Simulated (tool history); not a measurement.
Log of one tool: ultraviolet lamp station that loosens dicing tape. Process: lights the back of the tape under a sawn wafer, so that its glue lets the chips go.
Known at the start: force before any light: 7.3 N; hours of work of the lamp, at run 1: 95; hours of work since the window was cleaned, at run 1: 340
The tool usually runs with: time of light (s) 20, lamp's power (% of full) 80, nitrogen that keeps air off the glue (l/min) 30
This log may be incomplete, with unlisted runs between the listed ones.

| run | hour | time of light (s) | lamp's power (% of full) | nitrogen that keeps air off the glue (l/min) | hours of work of the lamp | hours of work since the window was cleaned | force that peels the tape off (N) | light that reached the tape (J/m2) |
|---|---|---|---|---|---|---|---|---|
| 1 | 0 | 20 | 80 | 30 | 95 | 340 | 0.685 | 5080 |
| 2 | 8.7 | 20 | 80 | 16 | 101 | 346 | 0.894 | 5060 |
| 3 | 14.7 | 20 | 80 | 16 | 106 | 351 | 0.901 | 5100 |
| 4 | 23.7 | 20 | 80 | 30 | 113 | 358 | 0.715 | 5070 |
| 5 | 32.6 | 20 | 80 | 30 | 120 | 365 | 0.709 | 5060 |
| 6 | 39.8 | 20 | 80 | 30 | 125 | 370 | 0.678 | 4990 |
| 7 | 49.4 | 20 | 80 | 39 | 133 | 378 | 0.669 | 4970 |
| 8 | 56.2 | 20 | 80 | 39 | 138 | 383 | 0.682 | 4980 |
| 9 | 61.7 | 20 | 80 | 39 | 142 | 387 | 0.675 | 4940 |
| 10 | 68.6 | 20 | 80 | 39 | 147 | 392 | 0.665 | 4980 |
| 11 | 72.9 | 20 | 85 | 39 | 151 | 396 | 0.608 | 5210 |
| 12 | 77.6 | 20 | 85 | 39 | 154 | 399 | 0.599 | 5260 |
| 13 | 83.6 | 20 | 80 | 30 | 159 | 404 | 0.74 | 4860 |
| 14 | 89.8 | 12 | 80 | 30 | 164 | 409 | 1.755 | 2960 |
| 15 | 98 | 28 | 80 | 30 | 170 | 415 | 0.414 | 6830 |
| 16 | 105 | 20 | 80 | 30 | 175 | 420 | 0.754 | 4890 |
| 17 | 113.3 | 27 | 80 | 30 | 182 | 427 | 0.434 | 6520 |
|  | 114.3 | window cleaned of glue's vapour |
| 18 | 119.6 | 27 | 80 | 30 | 186 | 4 | 0.468 | 6240 |
| 19 | 129.9 | 27 | 80 | 30 | 194 | 12 | 0.46 | 6200 |
| 20 | 139 | 20 | 80 | 50 | 201 | 19 | 0.747 | 4570 |
|  | 140.9 | window cleaned of glue's vapour, once more |
| 21 | 146.8 | 25 | 62 | 12 | 207 | 4 | 0.945 | 5260 |
| 22 | 151.9 | 25 | 62 | 12 | 211 | 8 | 0.96 | 5170 |
| 23 | 158.7 | 28 | 80 | 40 | 216 | 14 | 0.324 | 7530 |
| 24 | 165.5 | 27 | 75 | 13 | 221 | 19 | 0.562 | 6740 |
| 25 | 174.5 | 27 | 75 | 13 | 228 | 26 | 0.559 | 6750 |
| 26 | 180.2 | 27 | 75 | 13 | 232 | 30 | 0.57 | 6690 |
| 27 | 189.6 | 27 | 75 | 13 | 240 | 37 | 0.559 | 6710 |
| 28 | 196.7 | 17 | 74 | 13 | 245 | 43 | 1.388 | 4130 |
| 29 | 202.7 | 16 | 64 | 21 | 250 | 47 | 1.656 | 3390 |
| 30 | 209.2 | 16 | 64 | 21 | 255 | 52 | 1.61 | 3350 |
| 31 | 214.9 | 16 | 64 | 21 | 259 | 57 | 1.562 | 3360 |
| 32 | 222.1 | 33 | 80 | 39 | 265 | 62 | 0.243 | 8570 |
| 33 | 228.5 | 20 | 87 | 25 | 269 | 67 | 0.616 | 5630 |
| 34 | 238.3 | 20 | 87 | 25 | 277 | 75 | 0.584 | 5610 |
| 35 | 248.3 | 22 | 80 | 11 | 285 | 83 | 0.855 | 5690 |
| 36 | 255.6 | 18 | 61 | 59 | 290 | 88 | 1.205 | 3530 |
| 37 | 265.1 | 16 | 61 | 31 | 298 | 95 | 1.594 | 3120 |
| 38 | 272 | 24 | 87 | 10 | 303 | 101 | 0.673 | 6640 |

Branching from run 38: 5 alternative next runs. What would each branch give?
| A | 277.5 | 20 | 73 | 21 | 307 | 105 | ? | ? |
| B | 277.5 | 17 | 71 | 16 | 307 | 105 | ? | ? |
| C | 277.5 | 38 | 94 | 23 | 307 | 105 | ? | ? |
| D | 277.5 | 24 | 87 | 18 | 307 | 105 | ? | ? |
| E | 277.5 | 23 | 87 | 10 | 307 | 105 | ? | ? |

| run | force that peels the tape off (N) | light that reached the tape (J/m2) |
|---|---|---|
| A | 0.954 | 4570 |
| B | 1.382 | 3860 |
| C | 0.218 | 11310 |
| D | 0.506 | 6610 |
| E | 0.696 | 6250 |
What these runs would have given with no unlogged condition in the tool:
| run | force that peels the tape off (N) | light that reached the tape (J/m2) |
|---|---|---|
| A | 0.72 | 5320 |
| B | 1.082 | 4490 |
| C | 0.202 | 13140 |
| D | 0.379 | 7680 |
| E | 0.517 | 7270 |
